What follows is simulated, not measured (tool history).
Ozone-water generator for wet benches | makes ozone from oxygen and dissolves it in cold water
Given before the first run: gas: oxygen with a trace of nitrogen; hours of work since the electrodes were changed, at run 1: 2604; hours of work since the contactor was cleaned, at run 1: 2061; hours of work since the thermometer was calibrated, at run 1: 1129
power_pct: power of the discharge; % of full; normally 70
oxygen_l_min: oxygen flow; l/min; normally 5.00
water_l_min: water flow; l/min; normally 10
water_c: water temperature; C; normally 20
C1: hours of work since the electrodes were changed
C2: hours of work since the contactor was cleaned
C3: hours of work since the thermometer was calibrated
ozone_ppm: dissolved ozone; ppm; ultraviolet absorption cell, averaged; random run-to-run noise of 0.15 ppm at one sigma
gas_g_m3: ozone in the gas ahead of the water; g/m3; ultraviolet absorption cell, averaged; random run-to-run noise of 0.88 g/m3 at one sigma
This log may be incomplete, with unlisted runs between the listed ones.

Run 1, hour 0.0: usual settings; C1 2604; C2 2061; C3 1129. Result: ozone_ppm 18.0 ppm, gas_g_m3 139.7 g/m3.
Run 2, hour 46.9: usual settings; C1 2651; C2 2108; C3 1176. Result: ozone_ppm 17.9 ppm, gas_g_m3 139.9 g/m3.
Run 3, hour 87.9: usual settings but water_c 14 C; C1 2692; C2 2149; C3 1217. Result: ozone_ppm 19.9 ppm, gas_g_m3 139.3 g/m3.
Run 4, hour 156.8: usual settings but oxygen_l_min 8.57 l/min, water_c 14 C; C1 2760; C2 2218; C3 1286. Result: ozone_ppm 19.1 ppm, gas_g_m3 110.0 g/m3.
Run 5, hour 205.6: usual settings but power_pct 42 % of full; C1 2809; C2 2266; C3 1334. Result: ozone_ppm 12.2 ppm, gas_g_m3 94.3 g/m3.
Run 6, hour 251.5: usual settings; C1 2855; C2 2312; C3 1380. Result: ozone_ppm 17.7 ppm, gas_g_m3 139.2 g/m3.
Run 7, hour 317.3: usual settings; C1 2920; C2 2378; C3 1446. Result: ozone_ppm 17.7 ppm, gas_g_m3 139.2 g/m3.
Run 8, hour 364.9: usual settings; C1 2968; C2 2425; C3 1493. Result: ozone_ppm 17.5 ppm, gas_g_m3 139.4 g/m3.
Run 9, hour 407.9: usual settings; C1 3011; C2 2468; C3 1536. Result: ozone_ppm 17.6 ppm, gas_g_m3 138.2 g/m3.
Run 10, hour 473.6: usual settings; C1 3076; C2 2534; C3 1602. Result: ozone_ppm 17.8 ppm, gas_g_m3 138.8 g/m3.
Run 11, hour 543.5: usual settings but water_l_min 12 l/min, water_c 24 C; C1 3146; C2 2604; C3 1671. Result: ozone_ppm 14.1 ppm, gas_g_m3 137.4 g/m3.
Run 12, hour 602.0: usual settings but oxygen_l_min 4.27 l/min, water_l_min 11 l/min, water_c 24 C; C1 3205; C2 2662; C3 1730. Result: ozone_ppm 15.5 ppm, gas_g_m3 148.4 g/m3.
Run 13, hour 677.7: usual settings but oxygen_l_min 4.27 l/min, water_l_min 11 l/min, water_c 24 C; C1 3280; C2 2737; C3 1805. Result: ozone_ppm 15.3 ppm, gas_g_m3 148.1 g/m3.
Run 14, hour 716.3: usual settings but power_pct 95 % of full, oxygen_l_min 4.27 l/min, water_l_min 11 l/min, water_c 24 C; C1 3319; C2 2776; C3 1844. Result: ozone_ppm 19.0 ppm, gas_g_m3 185.9 g/m3.
Run 15, hour 784.9: usual settings but power_pct 95 % of full, oxygen_l_min 4.27 l/min, water_l_min 11 l/min, water_c 24 C; C1 3387; C2 2844; C3 1912. Result: ozone_ppm 19.0 ppm, gas_g_m3 183.0 g/m3.
Run 16, hour 830.0: usual settings but power_pct 57 % of full, oxygen_l_min 5.03 l/min, water_l_min 7 l/min, water_c 13 C; C1 3432; C2 2889; C3 1957. Result: ozone_ppm 21.6 ppm, gas_g_m3 118.1 g/m3.
Run 17, hour 877.5: usual settings but power_pct 84 % of full, oxygen_l_min 3.69 l/min, water_l_min 13 l/min; C1 3479; C2 2937; C3 2005. Result: ozone_ppm 16.0 ppm, gas_g_m3 180.2 g/m3.
Run 18, hour 951.0: usual settings but power_pct 87 % of full, oxygen_l_min 6.68 l/min, water_l_min 9 l/min, water_c 24 C; C1 3553; C2 3010; C3 2078. Result: ozone_ppm 19.1 ppm, gas_g_m3 142.1 g/m3.
Run 19, hour 1012.0: usual settings but power_pct 87 % of full, oxygen_l_min 6.68 l/min, water_l_min 9 l/min, water_c 24 C; C1 3614; C2 3071; C3 2139. Result: ozone_ppm 19.0 ppm, gas_g_m3 141.4 g/m3.
Run 20, hour 1062.4: usual settings but power_pct 79 % of full, oxygen_l_min 6.68 l/min, water_l_min 9 l/min, water_c 24 C; C1 3664; C2 3121; C3 2189. Result: ozone_ppm 17.8 ppm, gas_g_m3 131.0 g/m3.

Consider 5 possible next runs. They are alternatives, not a sequence: every one starts from the tool as it was left by run 20. What does each give?
Run A, hour 1095.5: usual settings but power_pct 79 % of full, oxygen_l_min 6.68 l/min, water_l_min 9 l/min, water_c 14 C; C1 3697; C2 3154; C3 2222. Result: ozone_ppm ?, gas_g_m3 ?.
Run B, hour 1095.5: usual settings but power_pct 50 % of full, oxygen_l_min 6.68 l/min, water_l_min 9 l/min, water_c 21 C; C1 3697; C2 3154; C3 2222. Result: ozone_ppm ?, gas_g_m3 ?.
Run C, hour 1095.5: usual settings but power_pct 46 % of full, oxygen_l_min 5.52 l/min, water_l_min 9 l/min, water_c 24 C; C1 3697; C2 3154; C3 2222. Result: ozone_ppm ?, gas_g_m3 ?.
Run D, hour 1095.5: usual settings but power_pct 57 % of full, oxygen_l_min 3.01 l/min; C1 3697; C2 3154; C3 2222. Result: ozone_ppm ?, gas_g_m3 ?.
Run E, hour 1095.5: usual settings but power_pct 45 % of full, oxygen_l_min 6.68 l/min, water_l_min 7 l/min, water_c 24 C; C1 3697; C2 3154; C3 2222. Result: ozone_ppm ?, gas_g_m3 ?.

run  ozone_ppm  gas_g_m3
  A       22.4     130.7
  B       13.5      95.3
  C       12.4      96.3
  D       14.8     144.7
  E       13.6      87.1
Without the tool's hidden state the same runs would have given:
run  ozone_ppm  gas_g_m3
  A       25.3     140.3
  B       15.0     100.0
  C       13.6     100.7
  D       16.4     153.0
  E       14.9      91.0

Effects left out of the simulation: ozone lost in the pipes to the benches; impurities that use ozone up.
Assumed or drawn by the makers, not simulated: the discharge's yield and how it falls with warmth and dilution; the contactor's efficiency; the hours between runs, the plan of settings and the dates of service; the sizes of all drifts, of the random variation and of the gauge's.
